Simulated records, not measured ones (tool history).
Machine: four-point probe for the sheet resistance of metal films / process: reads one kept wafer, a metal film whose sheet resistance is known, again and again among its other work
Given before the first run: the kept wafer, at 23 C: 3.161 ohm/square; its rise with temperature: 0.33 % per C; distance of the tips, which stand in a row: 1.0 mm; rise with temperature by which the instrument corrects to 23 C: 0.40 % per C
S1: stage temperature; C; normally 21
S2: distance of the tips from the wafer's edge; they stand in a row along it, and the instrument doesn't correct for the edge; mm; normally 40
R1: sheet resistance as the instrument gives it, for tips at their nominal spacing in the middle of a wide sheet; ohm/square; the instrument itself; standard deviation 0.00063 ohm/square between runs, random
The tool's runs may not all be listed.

Run 1, day 0: usual settings. Result: R1 3.139975 ohm/square.
Run 2, day 4.275: usual settings. Result: R1 3.136045 ohm/square.
Run 3, day 8.029: usual settings but S2 42 mm. Result: R1 3.134031 ohm/square.
Run 4, day 13.8: usual settings but S2 42 mm. Result: R1 3.131243 ohm/square.
Run 5, day 17.196: usual settings but S2 15 mm. Result: R1 3.135618 ohm/square.
Run 6, day 19.904: usual settings but S2 15 mm. Result: R1 3.134875 ohm/square.
Run 7, day 23.729: usual settings but S1 28 C, S2 15 mm. Result: R1 3.117239 ohm/square.
Run 8, day 27.879: usual settings but S1 28 C, S2 15 mm. Result: R1 3.113179 ohm/square.
At day 32.433: stage's thermometer calibrated.
Run 9, day 33.658: usual settings but S1 28 C, S2 10 mm. Result: R1 3.118195 ohm/square.
Run 10, day 36.15: usual settings but S2 4 mm. Result: R1 3.217596 ohm/square.
Run 11, day 39.379: usual settings but S1 24 C. Result: R1 3.108045 ohm/square.
Run 12, day 44.912: usual settings but S1 24 C. Result: R1 3.106159 ohm/square.
At day 47.871: stage's thermometer calibrated, once more.
Run 13, day 49.829: usual settings but S1 24 C. Result: R1 3.111886 ohm/square.
At day 50.979: new probe head fitted.
Run 14, day 52.733: usual settings but S1 26 C, S2 10 mm. Result: R1 3.164528 ohm/square.
Run 15, day 55.279: usual settings but S1 29 C, S2 51 mm. Result: R1 3.139625 ohm/square.
Run 16, day 60.079: usual settings but S1 32 C, S2 9 mm. Result: R1 3.150884 ohm/square.
Run 17, day 64.208: usual settings but S2 73 mm. Result: R1 3.151969 ohm/square.
Run 18, day 68.629: usual settings but S1 30 C, S2 73 mm. Result: R1 3.129124 ohm/square.
Run 19, day 73.217: usual settings but S1 30 C, S2 73 mm. Result: R1 3.127103 ohm/square.
Run 20, day 76.704: usual settings but S1 28 C, S2 9 mm. Result: R1 3.149629 ohm/square.
Run 21, day 79.588: usual settings but S1 27 C, S2 4 mm. Result: R1 3.229912 ohm/square.
Run 22, day 83.596: usual settings but S1 27 C, S2 4 mm. Result: R1 3.228605 ohm/square.

5 ways to go on from here, each from the tool as it stands after run 22. What would each give?
Run A, day 88.596: usual settings but S2 8 mm. Result: R1 ?.
Run B, day 88.596: usual settings but S1 18 C, S2 46 mm. Result: R1 ?.
Run C, day 88.596: usual settings but S1 27 C, S2 5 mm. Result: R1 ?.
Run D, day 88.596: usual settings but S1 26 C, S2 46 mm. Result: R1 ?.
Run E, day 88.596: usual settings but S1 27 C, S2 27 mm. Result: R1 ?.

run        R1
  A  3.163914
  B  3.145523
  C  3.190552
  D  3.126411
  E  3.126765
With no hidden state in the tool, these same runs would have given:
run        R1
  A  3.191986
  B  3.173455
  C  3.218822
  D  3.154159
  E  3.154513
